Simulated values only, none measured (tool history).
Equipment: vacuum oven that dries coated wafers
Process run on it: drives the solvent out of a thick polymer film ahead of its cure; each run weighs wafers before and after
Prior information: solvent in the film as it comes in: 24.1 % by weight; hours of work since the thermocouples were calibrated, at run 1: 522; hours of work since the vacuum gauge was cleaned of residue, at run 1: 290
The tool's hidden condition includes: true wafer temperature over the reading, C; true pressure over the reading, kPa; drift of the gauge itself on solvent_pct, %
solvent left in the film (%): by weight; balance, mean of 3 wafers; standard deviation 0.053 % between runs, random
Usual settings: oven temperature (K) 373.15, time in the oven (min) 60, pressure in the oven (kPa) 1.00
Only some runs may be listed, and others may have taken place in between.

run	hour	oven temperature (K)	time in the oven (min)	pressure in the oven (kPa)	hours of work since the thermocouples were calibrated	hours of work since the vacuum gauge was cleaned of residue	solvent left in the film (%)
1	0.0	373.15	60	1.00	522	290	1.76
2	64.2	373.15	60	1.00	557	325	1.77
3	136.4	373.15	60	1.00	596	364	1.85
4	218.3	373.15	60	1.00	640	409	1.78
5	283.5	373.15	60	1.00	676	444	1.72
6	321.4	373.15	60	1.00	696	465	1.69
7	396.9	361.15	62	0.60	737	506	5.23
8	483.4	361.15	62	0.60	784	553	5.28
9	541.2	375.15	62	0.60	816	584	1.09
10	600.2	363.15	43	0.60	848	616	6.56

Predict each of these 5 candidate next runs independently; none follows another, all start after run 10:
A	663.1	372.15	108	1.76	882	650	?
B	663.1	363.15	41	0.60	882	650	?
C	663.1	373.15	54	1.62	882	650	?
D	663.1	361.15	47	3.08	882	650	?
E	663.1	365.15	30	1.00	882	650	?

run	solvent left in the film (%)
A	2.08
B	6.80
C	2.60
D	9.89
E	8.26
The same runs, with their run-to-run variation unchanged, on a tool lacking any hidden condition would have given:
run	solvent left in the film (%)
A	1.99
B	7.55
C	2.84
D	10.69
E	9.04
